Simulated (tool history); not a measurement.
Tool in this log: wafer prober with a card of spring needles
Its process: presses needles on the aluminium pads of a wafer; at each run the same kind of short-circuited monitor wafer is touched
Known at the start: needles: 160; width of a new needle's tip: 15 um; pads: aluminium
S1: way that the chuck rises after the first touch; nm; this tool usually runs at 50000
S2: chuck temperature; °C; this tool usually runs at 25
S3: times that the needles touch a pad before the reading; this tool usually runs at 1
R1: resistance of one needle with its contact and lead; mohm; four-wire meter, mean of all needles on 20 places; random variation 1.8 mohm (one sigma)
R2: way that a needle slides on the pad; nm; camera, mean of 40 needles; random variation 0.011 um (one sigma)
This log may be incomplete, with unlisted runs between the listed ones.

run,hour,S1,S2,S3,R1,R2
1,0,50000,25,1,219,9130
# hour 16.4: tips cleaned on abrasive film
# hour 35.4: tips cleaned on abrasive film
2,48.4,36000,25,1,310,6560
# hour 52.6: tips cleaned on abrasive film
# hour 71.9: tips cleaned on abrasive film
# hour 90.6: tips cleaned on abrasive film
3,92.4,50000,26,1,215,9100
# hour 108.8: tips cleaned on abrasive film
4,121.1,50000,26,1,253,9100
# hour 129: tips cleaned on abrasive film
# hour 147.1: tips cleaned on abrasive film
5,161.9,50000,26,1,256,9080
# hour 166.1: tips cleaned on abrasive film
# hour 185.3: tips cleaned on abrasive film
# hour 202.4: tips cleaned on abrasive film
6,213.2,50000,26,1,252,9060
# hour 220.3: tips cleaned on abrasive film
# hour 239.2: tips cleaned on abrasive film
# hour 255.6: tips cleaned on abrasive film
7,264.1,50000,26,1,246,9030
# hour 275.5: tips cleaned on abrasive film
# hour 293.8: tips cleaned on abrasive film
# hour 314: tips cleaned on abrasive film
8,321,50000,26,1,242,8980
# hour 333.4: tips cleaned on abrasive film
# hour 349.8: tips cleaned on abrasive film
9,357.9,50000,25,1,246,8980
# hour 369.1: tips cleaned on abrasive film
# hour 389.2: tips cleaned on abrasive film
# hour 409: tips cleaned on abrasive film
10,419.6,50000,25,1,251,8950
# hour 426.7: tips cleaned on abrasive film
# hour 427: height of the first contact set anew
# hour 443.4: tips cleaned on abrasive film
# hour 462.6: tips cleaned on abrasive film
11,474.6,41000,25,1,279,7540
# hour 481.9: tips cleaned on abrasive film
# hour 498.3: tips cleaned on abrasive film
# hour 518.2: tips cleaned on abrasive film
# hour 538: tips cleaned on abrasive film
12,538.3,41000,25,1,210,7500
# hour 558.4: tips cleaned on abrasive film
# hour 577.9: tips cleaned on abrasive film
# hour 594.4: tips cleaned on abrasive film
13,594.4,41000,25,1,204,7470
# hour 613.2: tips cleaned on abrasive film
14,624.1,41000,25,1,289,7470
# hour 631.4: tips cleaned on abrasive film
# hour 651.6: tips cleaned on abrasive film
15,662.1,43000,103,2,259,7810
# hour 669.7: tips cleaned on abrasive film
# hour 689: tips cleaned on abrasive film
# hour 707.3: tips cleaned on abrasive film
# hour 726: tips cleaned on abrasive film
16,726.6,61000,29,3,197,11100
# hour 743: tips cleaned on abrasive film
# hour 763: tips cleaned on abrasive film
# hour 782.4: tips cleaned on abrasive film
17,786.2,61000,29,3,201,11110
# hour 799.7: tips cleaned on abrasive film
# hour 816.2: tips cleaned on abrasive film
18,831,37000,29,1,318,6650
# hour 835.2: tips cleaned on abrasive film
# hour 855.6: tips cleaned on abrasive film
# hour 873.7: tips cleaned on abrasive film
19,873.7,37000,81,1,234,6630
# hour 893: tips cleaned on abrasive film
20,907.1,50000,94,1,272,9000
# hour 911.3: tips cleaned on abrasive film
# hour 930.9: tips cleaned on abrasive film
# hour 949.9: tips cleaned on abrasive film
21,959.4,37000,33,1,302,6590
# hour 966.7: tips cleaned on abrasive film
# hour 986.2: tips cleaned on abrasive film
22,988,50000,93,3,218,8970
# hour 1003.3: tips cleaned on abrasive film
# hour 1003.6: height of the first contact set anew
# hour 1022.9: tips cleaned on abrasive film
# hour 1041.9: tips cleaned on abrasive film
23,1055.6,50000,75,1,269,9180
# hour 1059.7: tips cleaned on abrasive film
# hour 1079.7: tips cleaned on abrasive film
# hour 1097.2: tips cleaned on abrasive film
# hour 1117.1: tips cleaned on abrasive film
24,1118.1,50000,75,1,223,9150
# hour 1134.2: tips cleaned on abrasive film
# hour 1153.3: tips cleaned on abrasive film
# hour 1172.4: tips cleaned on abrasive film
25,1185.8,41000,75,2,265,7470
# hour 1189.9: tips cleaned on abrasive film
# hour 1208.5: tips cleaned on abrasive film
# hour 1227.9: tips cleaned on abrasive film
26,1234.8,59000,81,1,240,10750
# hour 1246.8: tips cleaned on abrasive film
# hour 1266.6: tips cleaned on abrasive film
27,1273.2,59000,81,1,236,10760
# hour 1285.1: tips cleaned on abrasive film
# hour 1304.9: tips cleaned on abrasive film
# hour 1324.3: tips cleaned on abrasive film
28,1328,38000,25,1,261,6860

Below are 3 alternative next runs, each starting from the tool's condition after run 28. Predict each:
# hour 1344.4: tips cleaned on abrasive film
# hour 1360.8: tips cleaned on abrasive film
A,1365.5,58000,25,1,?,?
# hour 1344.4: tips cleaned on abrasive film
# hour 1360.8: tips cleaned on abrasive film
B,1365.5,50000,117,2,?,?
# hour 1344.4: tips cleaned on abrasive film
# hour 1360.8: tips cleaned on abrasive film
C,1365.5,32000,25,1,?,?

run,R1,R2
A,226,10550
B,237,9040
C,306,5750
Take away the tool's hidden state, keep each run's random variation, and the runs would have read:
run,R1,R2
A,193,10700
B,213,9200
C,206,5900
